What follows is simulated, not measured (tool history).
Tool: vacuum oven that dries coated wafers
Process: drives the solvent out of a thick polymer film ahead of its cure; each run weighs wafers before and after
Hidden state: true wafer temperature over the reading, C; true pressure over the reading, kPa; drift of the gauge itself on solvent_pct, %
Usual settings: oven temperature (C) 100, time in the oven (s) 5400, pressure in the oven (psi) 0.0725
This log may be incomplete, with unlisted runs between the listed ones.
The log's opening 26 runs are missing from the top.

run	hour	oven temperature (C)	time in the oven (s)	pressure in the oven (psi)	hours of work since the thermocouples were calibrated	hours of work since the vacuum gauge was cleaned of residue	solvent left in the film (%)
27	350.0	109	5400	0.0519	684	647	0.23
28	360.3	100	8760	0.0519	692	655	0.27
29	379.2	107	7140	0.0582	706	670	0.20
30	389.7	107	7140	0.0582	714	678	0.22
31	407.0	100	5400	0.0383	727	691	0.66
32	417.0	111	5700	0.0928	735	698	0.27
33	432.8	100	2880	0.2821	747	710	3.06
34	448.3	100	2880	0.2821	758	722	3.11
35	465.5	104	3300	0.2158	772	735	1.66
36	477.7	104	3300	0.2158	781	744	1.61
37	490.6	110	7860	0.0482	791	754	0.11
38	503.7	86	4020	0.0716	801	764	5.08
39	518.2	103	3240	0.0805	812	775	1.40
40	533.8	110	5400	0.0901	823	787	0.29
41	545.0	101	3240	0.0725	832	796	1.77
42	553.6	110	3240	0.1508	838	802	0.72
43	572.1	89	3240	0.1629	852	816	5.34
44	585.3	100	4560	0.0925	862	826	1.15
45	601.4	100	4560	0.0925	875	838	1.16
46	619.1	97	3120	0.0410	888	852	2.65
47	637.2	100	9540	0.1784	902	866	0.80
48	647.6	100	9540	0.1784	910	873	0.81

Below are 3 alternative next runs, each starting from the tool's condition after run 48. Predict each:
A	659.0	111	5400	0.0439	918	882	?
B	659.0	106	9060	0.1339	918	882	?
C	659.0	104	4860	0.0730	918	882	?

run	solvent left in the film (%)
A	0.18
B	0.50
C	0.58
Had the tool no hidden state, the same runs would have come out as:
run	solvent left in the film (%)
A	0.17
B	0.50
C	0.57

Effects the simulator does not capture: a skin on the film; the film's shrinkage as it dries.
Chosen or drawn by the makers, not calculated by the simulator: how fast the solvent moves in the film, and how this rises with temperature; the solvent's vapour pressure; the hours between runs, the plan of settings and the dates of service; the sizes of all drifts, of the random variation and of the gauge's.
